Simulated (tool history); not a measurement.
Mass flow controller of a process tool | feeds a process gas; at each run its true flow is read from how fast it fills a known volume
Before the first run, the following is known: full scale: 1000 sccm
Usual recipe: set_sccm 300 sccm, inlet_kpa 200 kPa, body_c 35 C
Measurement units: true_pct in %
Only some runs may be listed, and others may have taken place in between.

run,hour,set_sccm,inlet_kpa,body_c,true_pct
1,0,300,200,35,100.69
2,184.9,300,200,35,100.67
3,364.9,300,200,35,100.61
4,582.2,300,200,35,100.6
5,742.7,300,200,35,100.67
6,870,300,200,35,100.63
7,989.8,300,200,35,100.72
8,1154.4,300,200,24,100.17
9,1302.6,300,200,24,100.27
10,1496.2,300,200,28,100.57
11,1609.3,300,200,28,100.55
12,1750.3,300,200,28,100.52
13,1876.4,300,200,28,100.54
14,2114.4,300,200,22,100.3
15,2366.1,300,200,22,100.31
# hour 2388.7: controller's zero set anew
16,2600.3,300,200,35,101.34
17,2749.9,300,159,35,101.25
18,2902.6,300,159,35,101.2
19,3078.4,300,200,25,100.88
# hour 3277.3: controller's zero set anew, once more
20,3329.5,300,200,25,99.06
21,3499.3,300,200,35,99.58
22,3664.9,300,200,35,99.49
23,3799.8,300,200,35,99.6
24,3987.3,300,200,35,99.6
25,4201.9,113,146,37,99.96
26,4449.5,268,146,37,99.66
27,4571.6,224,151,31,99.3
28,4730.1,807,269,32,100
29,4842.6,807,269,32,100.08
30,5034.9,807,269,32,100.01
31,5285.9,322,151,32,99.37
32,5464.1,300,141,35,99.48
33,5658,300,141,21,98.89
34,5831.1,300,141,21,99.2
35,6021.3,567,160,25,99.14
36,6175.8,300,163,35,99.82
37,6369.4,672,163,28,99.34
38,6569.5,309,262,32,100.2
39,6784.3,309,262,32,100.29
40,6996.6,168,181,36,100.94
41,7116.9,816,200,35,99.92
42,7343.8,926,252,25,99.72
43,7468.5,926,146,25,99.13
44,7595.3,205,200,27,100.37
45,7743.7,212,200,24,100.16
46,7931.5,269,253,36,100.98
47,8083,795,200,35,99.86

Branching from run 47: 5 alternative next runs. What would each branch give?
A,8339.6,795,200,37,?
B,8339.6,133,248,21,?
C,8339.6,183,221,32,?
D,8339.6,795,200,39,?
E,8339.6,300,200,40,?

run,true_pct
A,99.91
B,101.79
C,101.29
D,100.18
E,100.65
Stripped of hidden state, with their random variation kept, the same runs would have yielded:
run,true_pct
A,100.44
B,99.51
C,99.92
D,100.7
E,100.25
